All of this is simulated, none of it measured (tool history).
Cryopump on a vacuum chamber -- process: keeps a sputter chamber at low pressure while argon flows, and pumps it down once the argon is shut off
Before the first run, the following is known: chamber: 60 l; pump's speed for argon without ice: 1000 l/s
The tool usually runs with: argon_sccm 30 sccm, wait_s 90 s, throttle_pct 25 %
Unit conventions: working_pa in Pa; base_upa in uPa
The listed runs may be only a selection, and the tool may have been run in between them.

Run 1, hour 0.0: usual settings. Result: working_pa 0.2037 Pa, base_upa 2.05 uPa.
Run 2, hour 7.8: usual settings but throttle_pct 45 %. Result: working_pa 0.1148 Pa, base_upa 2.11 uPa.
Run 3, hour 24.0: usual settings. Result: working_pa 0.2034 Pa, base_upa 2.09 uPa.
Run 4, hour 37.5: usual settings. Result: working_pa 0.2025 Pa, base_upa 2.07 uPa.
Run 5, hour 51.1: usual settings. Result: working_pa 0.2049 Pa, base_upa 2.08 uPa.
Run 6, hour 60.2: usual settings. Result: working_pa 0.2063 Pa, base_upa 2.10 uPa.
Run 7, hour 74.5: usual settings. Result: working_pa 0.2052 Pa, base_upa 2.14 uPa.
Run 8, hour 83.2: usual settings. Result: working_pa 0.2048 Pa, base_upa 2.11 uPa.
Run 9, hour 94.1: usual settings but argon_sccm 15 sccm. Result: working_pa 0.1030 Pa, base_upa 2.10 uPa.
Run 10, hour 110.9: usual settings but argon_sccm 15 sccm. Result: working_pa 0.1029 Pa, base_upa 2.13 uPa.
Run 11, hour 121.1: usual settings but argon_sccm 15 sccm. Result: working_pa 0.1021 Pa, base_upa 2.14 uPa.
Run 12, hour 137.6: usual settings but throttle_pct 16 %. Result: working_pa 0.3212 Pa, base_upa 2.05 uPa.
Run 13, hour 146.3: usual settings. Result: working_pa 0.2050 Pa, base_upa 2.15 uPa.
Run 14, hour 162.4: usual settings but throttle_pct 53 %. Result: working_pa 0.1002 Pa, base_upa 2.11 uPa.
Run 15, hour 172.9: usual settings but throttle_pct 53 %. Result: working_pa 0.0986 Pa, base_upa 2.20 uPa.
Run 16, hour 189.0: usual settings but throttle_pct 53 %. Result: working_pa 0.0989 Pa, base_upa 2.09 uPa.
Run 17, hour 204.8: usual settings but wait_s 40 s. Result: working_pa 0.2067 Pa, base_upa 3.73 uPa.
Run 18, hour 215.1: usual settings but wait_s 40 s. Result: working_pa 0.2061 Pa, base_upa 3.78 uPa.
Run 19, hour 224.3: usual settings but wait_s 40 s. Result: working_pa 0.2041 Pa, base_upa 3.70 uPa.
Run 20, hour 240.9: usual settings but argon_sccm 38 sccm. Result: working_pa 0.2601 Pa, base_upa 2.17 uPa.
Run 21, hour 248.6: usual settings but argon_sccm 38 sccm, throttle_pct 18 %. Result: working_pa 0.3597 Pa, base_upa 2.13 uPa.
Run 22, hour 260.1: usual settings but argon_sccm 18 sccm, wait_s 31 s, throttle_pct 48 %. Result: working_pa 0.0659 Pa, base_upa 4.56 uPa.
Run 23, hour 270.6: usual settings but argon_sccm 18 sccm, wait_s 31 s, throttle_pct 48 %. Result: working_pa 0.0662 Pa, base_upa 4.51 uPa.
Run 24, hour 278.5: usual settings but argon_sccm 17 sccm, wait_s 41 s, throttle_pct 48 %. Result: working_pa 0.0609 Pa, base_upa 3.76 uPa.
Run 25, hour 293.7: usual settings but argon_sccm 17 sccm, wait_s 41 s, throttle_pct 48 %. Result: working_pa 0.0626 Pa, base_upa 3.74 uPa.
Run 26, hour 311.0: usual settings but wait_s 203 s. Result: working_pa 0.2069 Pa, base_upa 1.43 uPa.
Run 27, hour 326.7: usual settings but wait_s 203 s. Result: working_pa 0.2067 Pa, base_upa 1.44 uPa.
Run 28, hour 336.8: usual settings but argon_sccm 43 sccm, wait_s 92 s, throttle_pct 17 %. Result: working_pa 0.4314 Pa, base_upa 2.08 uPa.
Run 29, hour 346.6: usual settings but argon_sccm 43 sccm, wait_s 92 s, throttle_pct 17 %. Result: working_pa 0.4345 Pa, base_upa 2.18 uPa.
Run 30, hour 361.9: usual settings but argon_sccm 41 sccm. Result: working_pa 0.2829 Pa, base_upa 2.17 uPa.
Run 31, hour 373.6: usual settings but argon_sccm 26 sccm, wait_s 127 s, throttle_pct 28 %. Result: working_pa 0.1626 Pa, base_upa 1.79 uPa.
Run 32, hour 384.8: usual settings but argon_sccm 19 sccm, throttle_pct 43 %. Result: working_pa 0.0767 Pa, base_upa 2.17 uPa.
Run 33, hour 398.4: usual settings but argon_sccm 19 sccm, throttle_pct 43 %. Result: working_pa 0.0786 Pa, base_upa 2.20 uPa.
Run 34, hour 412.4: usual settings but argon_sccm 36 sccm, wait_s 198 s, throttle_pct 57 %. Result: working_pa 0.1145 Pa, base_upa 1.46 uPa.
Run 35, hour 428.1: usual settings but argon_sccm 36 sccm, wait_s 198 s, throttle_pct 57 %. Result: working_pa 0.1139 Pa, base_upa 1.51 uPa.

Predict each of these 3 candidate next runs independently; none follows another, all start after run 35:
Run A, hour 436.7: usual settings but argon_sccm 42 sccm, wait_s 34 s, throttle_pct 27 %. Result: working_pa ?, base_upa ?.
Run B, hour 436.7: usual settings but argon_sccm 15 sccm, wait_s 21 s, throttle_pct 24 %. Result: working_pa ?, base_upa ?.
Run C, hour 436.7: usual settings but argon_sccm 36 sccm, wait_s 198 s, throttle_pct 27 %. Result: working_pa ?, base_upa ?.

run  working_pa  base_upa
  A      0.2706      4.33
  B      0.1089      6.49
  C      0.2296      1.49
Had the tool no hidden state, the same runs would have come out as:
run  working_pa  base_upa
  A      0.2627      3.73
  B      0.1060      5.88
  C      0.2228      0.90
